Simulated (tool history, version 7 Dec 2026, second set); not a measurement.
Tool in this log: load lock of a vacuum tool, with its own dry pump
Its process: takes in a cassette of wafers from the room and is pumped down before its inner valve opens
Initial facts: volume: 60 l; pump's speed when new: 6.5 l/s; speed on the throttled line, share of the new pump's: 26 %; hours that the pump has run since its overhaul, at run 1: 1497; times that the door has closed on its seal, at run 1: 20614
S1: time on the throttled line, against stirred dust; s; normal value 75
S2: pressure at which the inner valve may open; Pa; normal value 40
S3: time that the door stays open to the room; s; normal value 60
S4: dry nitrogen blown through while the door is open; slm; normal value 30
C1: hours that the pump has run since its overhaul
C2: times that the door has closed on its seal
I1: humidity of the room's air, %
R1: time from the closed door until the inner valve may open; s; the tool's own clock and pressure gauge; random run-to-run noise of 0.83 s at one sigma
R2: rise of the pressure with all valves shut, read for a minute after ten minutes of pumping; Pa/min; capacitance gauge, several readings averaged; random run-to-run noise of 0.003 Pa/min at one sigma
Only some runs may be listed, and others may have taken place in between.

Run 1, hour 0.0: usual settings; C1 1497; C2 20614; I1 46.6. Result: R1 129.6 s, R2 0.096 Pa/min.
Run 2, hour 63.0: usual settings but S4 10 slm; C1 1560; C2 20861; I1 43.9. Result: R1 128.4 s, R2 0.101 Pa/min.
Run 3, hour 138.2: usual settings but S4 10 slm; C1 1636; C2 21156; I1 47.1. Result: R1 130.0 s, R2 0.100 Pa/min.
Run 4, hour 188.1: usual settings but S4 10 slm; C1 1686; C2 21352; I1 44.6. Result: R1 130.3 s, R2 0.105 Pa/min.
Run 5, hour 246.2: usual settings but S4 5 slm; C1 1744; C2 21579; I1 44.4. Result: R1 128.2 s, R2 0.112 Pa/min.
Run 6, hour 286.7: usual settings; C1 1784; C2 21738; I1 45.6. Result: R1 127.5 s, R2 0.102 Pa/min.
Run 7, hour 341.9: usual settings but S4 21 slm; C1 1839; C2 21955; I1 43.0. Result: R1 128.9 s, R2 0.101 Pa/min.
Run 8, hour 431.2: usual settings but S4 21 slm; C1 1929; C2 22305; I1 44.6. Result: R1 130.0 s, R2 0.105 Pa/min.
Run 9, hour 473.1: usual settings but S4 21 slm; C1 1971; C2 22469; I1 45.9. Result: R1 129.9 s, R2 0.108 Pa/min.
Run 10, hour 553.9: usual settings but S3 27 s; C1 2051; C2 22785; I1 46.9. Result: R1 129.4 s, R2 0.111 Pa/min.
Run 11, hour 604.1: usual settings but S3 32 s; C1 2102; C2 22983; I1 45.3. Result: R1 129.0 s, R2 0.102 Pa/min.
Run 12, hour 642.9: usual settings but S3 32 s; C1 2140; C2 23134; I1 43.2. Result: R1 129.9 s, R2 0.110 Pa/min.
Run 13, hour 718.1: usual settings but S1 126 s; C1 2216; C2 23429; I1 42.5. Result: R1 167.1 s, R2 0.112 Pa/min.
Run 14, hour 770.9: usual settings but S3 226 s; C1 2268; C2 23636; I1 43.8. Result: R1 130.9 s, R2 0.115 Pa/min.
Run 15, hour 862.0: usual settings but S3 226 s; C1 2359; C2 23993; I1 45.1. Result: R1 130.7 s, R2 0.119 Pa/min.
Run 16, hour 926.5: usual settings but S2 31 Pa, S3 226 s, S4 31 slm; C1 2424; C2 24246; I1 49.5. Result: R1 133.4 s, R2 0.122 Pa/min.
Run 17, hour 1008.6: usual settings but S2 39 Pa, S4 18 slm; C1 2506; C2 24568; I1 45.8. Result: R1 130.0 s, R2 0.127 Pa/min.

What will run 18 give?
Run 18, hour 1098.1: usual settings but S1 39 s; C1 2596; C2 24919; I1 41.6. Result: R1 ?, R2 ?.

{"run 18": {"R1": 104.5, "R2": 0.123}}
Minus the tool's unlogged condition, the same run would have read R1 102.6 s, R2 0.006 Pa/min.

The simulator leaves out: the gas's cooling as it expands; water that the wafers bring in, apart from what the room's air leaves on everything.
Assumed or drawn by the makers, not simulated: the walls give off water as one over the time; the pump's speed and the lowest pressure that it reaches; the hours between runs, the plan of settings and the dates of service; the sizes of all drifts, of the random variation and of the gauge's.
